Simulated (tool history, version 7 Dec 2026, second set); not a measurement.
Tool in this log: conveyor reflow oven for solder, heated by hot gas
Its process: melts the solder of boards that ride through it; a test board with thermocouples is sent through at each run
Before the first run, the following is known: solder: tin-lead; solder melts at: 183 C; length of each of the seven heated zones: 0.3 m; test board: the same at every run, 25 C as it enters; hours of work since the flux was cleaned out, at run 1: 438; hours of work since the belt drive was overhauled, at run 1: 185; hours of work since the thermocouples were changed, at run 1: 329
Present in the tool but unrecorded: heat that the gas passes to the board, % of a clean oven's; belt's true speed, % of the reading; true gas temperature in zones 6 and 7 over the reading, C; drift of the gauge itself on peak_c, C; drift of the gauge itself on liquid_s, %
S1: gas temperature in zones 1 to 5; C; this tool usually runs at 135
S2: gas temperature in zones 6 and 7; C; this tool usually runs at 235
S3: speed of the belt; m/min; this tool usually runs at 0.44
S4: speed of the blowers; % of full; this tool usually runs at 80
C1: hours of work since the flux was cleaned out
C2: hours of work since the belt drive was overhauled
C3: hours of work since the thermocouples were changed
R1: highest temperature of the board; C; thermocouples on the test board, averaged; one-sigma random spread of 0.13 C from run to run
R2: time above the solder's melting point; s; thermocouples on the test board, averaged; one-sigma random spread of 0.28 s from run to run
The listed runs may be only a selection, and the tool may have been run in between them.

| run | day | S1 | S2 | S3 | S4 | C1 | C2 | C3 | R1 | R2 |
|---|---|---|---|---|---|---|---|---|---|---|
| 1 | 0 | 135 | 235 | 0.44 | 80 | 438 | 185 | 329 | 221.1 | 63.6 |
| 2 | 0.329 | 135 | 235 | 0.44 | 55 | 444 | 191 | 335 | 212.1 | 54.1 |
| 3 | 0.6 | 135 | 235 | 0.44 | 80 | 448 | 195 | 340 | 221.2 | 63.8 |
| 4 | 0.904 | 135 | 235 | 0.44 | 80 | 454 | 201 | 345 | 221.4 | 63.6 |
| 5 | 1.212 | 135 | 235 | 0.44 | 80 | 459 | 206 | 350 | 221 | 63.4 |
| 6 | 1.575 | 135 | 235 | 0.44 | 80 | 465 | 212 | 357 | 221.3 | 64 |
|  | 2.075 | flux residue cleaned out of gas plates and filters |
| 7 | 2.162 | 135 | 235 | 0.44 | 80 | 2 | 219 | 363 | 222.9 | 65.7 |
| 8 | 2.388 | 135 | 235 | 0.447 | 80 | 5 | 223 | 367 | 222.7 | 64.4 |
| 9 | 2.675 | 135 | 235 | 0.447 | 80 | 10 | 228 | 372 | 222.3 | 64 |
| 10 | 3.021 | 135 | 235 | 0.447 | 80 | 16 | 234 | 378 | 222.5 | 63.8 |
| 11 | 3.175 | 135 | 235 | 0.447 | 80 | 19 | 236 | 381 | 222.5 | 63.9 |
| 12 | 3.371 | 135 | 235 | 0.44 | 80 | 22 | 240 | 384 | 223 | 65.8 |
| 13 | 3.588 | 135 | 235 | 0.44 | 80 | 26 | 244 | 388 | 223.1 | 65.5 |
| 14 | 3.917 | 135 | 235 | 0.44 | 80 | 32 | 249 | 394 | 223 | 65.7 |
| 15 | 4.083 | 135 | 235 | 0.44 | 80 | 35 | 252 | 397 | 223.1 | 65.5 |
| 16 | 4.246 | 135 | 235 | 0.44 | 80 | 38 | 255 | 399 | 223.1 | 65.4 |
| 17 | 4.467 | 135 | 235 | 0.44 | 80 | 41 | 259 | 403 | 222.8 | 65.4 |
| 18 | 4.675 | 135 | 235 | 0.44 | 53 | 45 | 262 | 407 | 212.6 | 54.4 |
| 19 | 5.042 | 135 | 235 | 0.44 | 53 | 51 | 269 | 413 | 212.4 | 54.8 |
| 20 | 5.354 | 135 | 235 | 0.44 | 53 | 57 | 274 | 418 | 212.5 | 54.3 |
| 21 | 5.717 | 135 | 244 | 0.44 | 74 | 63 | 280 | 425 | 229.1 | 68.8 |
| 22 | 6.008 | 132 | 242 | 0.493 | 80 | 68 | 285 | 430 | 225.3 | 58.1 |
| 23 | 6.233 | 132 | 242 | 0.493 | 80 | 72 | 289 | 434 | 225.1 | 57.5 |
| 24 | 6.5 | 132 | 242 | 0.493 | 80 | 77 | 294 | 438 | 225 | 58.1 |
| 25 | 6.746 | 132 | 242 | 0.493 | 80 | 81 | 298 | 443 | 225.2 | 58.2 |
| 26 | 7.1 | 132 | 242 | 0.493 | 51 | 87 | 304 | 449 | 211.1 | 45.2 |
| 27 | 7.3 | 121 | 230 | 0.368 | 60 | 90 | 308 | 452 | 215.4 | 65.2 |
| 28 | 7.608 | 121 | 230 | 0.374 | 60 | 96 | 313 | 457 | 214.7 | 63.5 |
| 29 | 7.796 | 121 | 230 | 0.374 | 60 | 99 | 316 | 461 | 214.6 | 63.8 |
| 30 | 8.071 | 121 | 239 | 0.374 | 60 | 104 | 321 | 465 | 222.7 | 71.5 |

Estimate the outcome of run 31 from the log above:
| 31 | 8.271 | 121 | 239 | 0.374 | 60 | 107 | 325 | 469 | ? | ? |

R1: 222.5 C
R2: 71.4 s
Take away the tool's hidden state, keep the run-to-run variation as it was, and the same run would have given R1 221.5 C, R2 70.2 s.

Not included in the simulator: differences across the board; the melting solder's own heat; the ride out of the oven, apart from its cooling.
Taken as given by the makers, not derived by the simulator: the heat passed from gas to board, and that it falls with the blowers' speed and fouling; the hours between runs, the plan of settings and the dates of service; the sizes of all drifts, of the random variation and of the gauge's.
